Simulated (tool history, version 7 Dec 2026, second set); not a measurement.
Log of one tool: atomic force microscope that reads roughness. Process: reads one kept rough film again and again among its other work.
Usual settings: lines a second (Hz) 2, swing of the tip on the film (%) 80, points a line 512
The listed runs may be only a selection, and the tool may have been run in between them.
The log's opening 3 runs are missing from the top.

run,hour,lines a second (Hz),swing of the tip on the film (%),points a line,pictures with this tip,hours of work since the height scale was calibrated,roughness of the kept film (nm (root mean square))
4,44.4,2,80,512,86,377,0.785
5,61.5,2,80,512,126,390,0.787
6,76.5,2,80,512,162,401,0.788
7,97.5,2,84,512,212,417,0.755
8,121.1,2,84,512,268,435,0.758
9,135,2,84,512,300,446,0.753
# hour 142.6: new tip fitted
10,150,2,84,512,18,457,0.77
11,171.8,2,84,512,70,474,0.757
12,186.5,2,84,512,105,485,0.76
13,210.9,2,80,512,162,504,0.793
14,221.5,2,80,512,187,512,0.783
15,232.3,2,82,512,213,520,0.768
16,249.8,3.11,80,512,255,534,0.722
17,269,3.11,80,512,300,548,0.712
# hour 277.2: new tip fitted
18,285.6,0.87,80,356,19,561,0.855
19,300.3,0.87,80,356,54,572,0.862

Run 20 has not been measured yet. What should we expect?
20,315,1.15,73,356,89,583,?

roughness of the kept film (nm (root mean square)): 0.864
Had the tool carried no hidden state, the very same run would have given roughness of the kept film (nm (root mean square)) 0.877.

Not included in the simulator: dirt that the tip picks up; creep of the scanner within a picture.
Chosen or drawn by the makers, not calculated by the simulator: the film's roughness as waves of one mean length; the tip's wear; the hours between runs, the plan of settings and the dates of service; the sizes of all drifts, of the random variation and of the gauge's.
